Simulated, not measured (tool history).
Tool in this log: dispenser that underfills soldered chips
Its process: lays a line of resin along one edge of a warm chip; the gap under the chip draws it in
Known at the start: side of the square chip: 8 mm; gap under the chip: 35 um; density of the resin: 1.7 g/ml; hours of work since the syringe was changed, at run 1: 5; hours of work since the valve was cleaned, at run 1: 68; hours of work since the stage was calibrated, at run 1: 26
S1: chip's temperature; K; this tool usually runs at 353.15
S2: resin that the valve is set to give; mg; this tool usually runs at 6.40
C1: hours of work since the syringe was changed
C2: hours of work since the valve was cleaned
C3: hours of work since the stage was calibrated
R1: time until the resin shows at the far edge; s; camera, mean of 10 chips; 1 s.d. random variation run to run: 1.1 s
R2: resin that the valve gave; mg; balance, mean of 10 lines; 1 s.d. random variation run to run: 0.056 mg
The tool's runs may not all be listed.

run   hour      S1    S2  C1   C2   C3     R1    R2
  1    0.0  353.15  6.40   5   68   26  130.2  5.98
  2    4.9  353.15  6.40   9   71   30  146.7  6.00
       9.2  -- new syringe of resin
  3   11.4  353.15  6.40   2   76   34  116.3  5.91
  4   18.0  353.15  6.40   6   80   39  134.9  5.92
  5   23.0  353.15  6.40  10   84   42  151.8  5.75
      26.2  -- new syringe of resin
  6   26.7  353.15  6.40   0   86   45  110.1  5.86
  7   30.7  353.15  6.40   3   89   48  122.6  5.93
  8   33.9  353.15  6.40   5   91   50  131.5  5.87
  9   38.8  353.15  6.40   9   95   53  148.0  5.80
 10   41.8  353.15  6.40  11   97   55  161.4  5.62
      43.4  -- new syringe of resin
 11   46.4  353.15  6.40   2  100   58  115.9  5.79
 12   50.2  353.15  6.40   5  103   61  126.2  5.78
 13   55.8  353.15  5.66   9  107   65  148.7  5.08
      60.4  -- new syringe of resin
 14   61.4  353.15  5.66   1  110   69  113.8  5.03
 15   65.6  353.15  5.70   4  113   72  124.8  5.10
 16   70.6  353.15  6.40   7  117   75  139.6  5.71
 17   76.4  353.15  6.40  11  121   79  158.6  5.62
      77.2  -- new syringe of resin
      80.0  -- dispensing valve cleaned and set on the balance
 18   84.4  353.15  5.57   4    3   84  125.9  5.57
 19   88.5  353.15  5.57   7    6   87  138.6  5.49
 20   94.1  353.15  5.57  11   10   91  159.8  5.57
      95.0  -- new syringe of resin
 21   98.9  353.15  5.57   3   13   94  120.1  5.48
 22  104.8  353.15  5.57   7   17   98  138.9  5.47
 23  110.1  353.15  5.57  11   21  102  159.9  5.45
     111.8  -- new syringe of resin
 24  117.1  359.15  6.70   4   26  107   99.3  6.51
 25  121.4  355.15  6.40   7   29  110  125.4  6.18
 26  127.5  343.15  6.64  11   33  114  219.8  6.42
     128.7  -- new syringe of resin
 27  134.4  343.15  6.64   4   38  119  165.2  6.45
 28  139.1  343.15  6.64   7   41  122  188.7  6.40
 29  145.0  339.15  6.40  11   45  126  251.7  6.17
     145.7  -- new syringe of resin
 30  151.3  346.15  8.27   4   49  130  151.7  7.89
 31  154.9  346.15  8.27   6   52  133  161.6  7.90
 32  160.0  365.15  5.59  10   55  136  107.4  5.27
     162.6  -- new syringe of resin
 33  166.9  365.15  5.59   3   60  141   81.7  5.42
 34  169.8  365.15  5.59   5   62  143   88.0  5.24
 35  175.4  349.15  5.93   9   66  147  161.8  5.63
     179.5  -- new syringe of resin
 36  181.6  359.15  6.58   1   70  151   92.5  6.18

Each row is a separate what-if for the run after 36, all from the same tool condition, not one after another. Results?
  A  185.3  339.15  6.24   4  73  154   ?   ?
  B  185.3  353.15  6.05   4  73  154   ?   ?
  C  185.3  352.15  8.10   4  73  154   ?   ?

run     R1    R2
  A  196.0  5.76
  B  124.4  5.62
  C  124.6  7.54
Had the tool no hidden state, the same runs would have come out as:
run     R1    R2
  A  172.7  6.19
  B  109.2  6.04
  C  110.3  8.10
